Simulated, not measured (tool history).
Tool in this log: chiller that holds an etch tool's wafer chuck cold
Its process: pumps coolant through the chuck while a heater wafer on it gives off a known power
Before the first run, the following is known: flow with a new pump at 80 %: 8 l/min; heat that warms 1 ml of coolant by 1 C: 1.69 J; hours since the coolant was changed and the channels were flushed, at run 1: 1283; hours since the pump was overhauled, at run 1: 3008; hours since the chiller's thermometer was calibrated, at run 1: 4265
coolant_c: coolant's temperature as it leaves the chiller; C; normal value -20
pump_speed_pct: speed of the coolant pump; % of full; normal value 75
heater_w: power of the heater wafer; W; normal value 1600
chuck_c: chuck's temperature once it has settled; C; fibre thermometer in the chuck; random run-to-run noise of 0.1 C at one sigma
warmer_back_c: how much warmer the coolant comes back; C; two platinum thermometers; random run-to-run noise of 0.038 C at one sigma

run,hour,coolant_c,pump_speed_pct,heater_w,hours since the coolant was changed and the channels were flushed,hours since the pump was overhauled,hours since the chiller's thermometer was calibrated,chuck_c,warmer_back_c
1,0,-20,75,1600,1283,3008,4265,-0.7,8
2,99,-20,75,1600,1382,3107,4364,-0.6,7.96
3,212.9,-20,75,1168,1495,3221,4478,-5.7,5.82
4,349.1,-20,75,1168,1632,3357,4614,-5.4,5.82
5,567.4,-20,75,1600,1850,3576,4832,-0.3,8.01
# hour 775.7: chiller's thermometer calibrated
6,790.7,-25,68,1759,2072,3798,15,-1.8,9.86
7,911.3,-30,80,1674,2193,3919,136,-11.1,7.8
8,1012.3,-20,75,1408,2294,4020,237,-3,7.11
9,1210.2,-20,75,1960,2492,4217,434,4.1,9.85
10,1329.2,-20,75,846,2611,4337,554,-9.6,4.28

Branching from run 10: 5 alternative next runs. What would each branch give?
A,1438.8,-29,70,1529,2720,4446,663,?,?
B,1438.8,-22,75,1493,2720,4446,663,?,?
C,1438.8,-20,77,1732,2720,4446,663,?,?
D,1438.8,-20,75,1033,2720,4446,663,?,?
E,1438.8,-20,75,831,2720,4446,663,?,?

run,chuck_c,warmer_back_c
A,-8.7,8.4
B,-3.6,7.6
C,1.1,8.5
D,-7.2,5.19
E,-9.7,4.23
Without the tool's unlogged condition, the same runs would have read:
run,chuck_c,warmer_back_c
A,-10.9,7.92
B,-5.5,7.17
C,-1.2,8.01
D,-8.6,4.89
E,-10.8,3.99
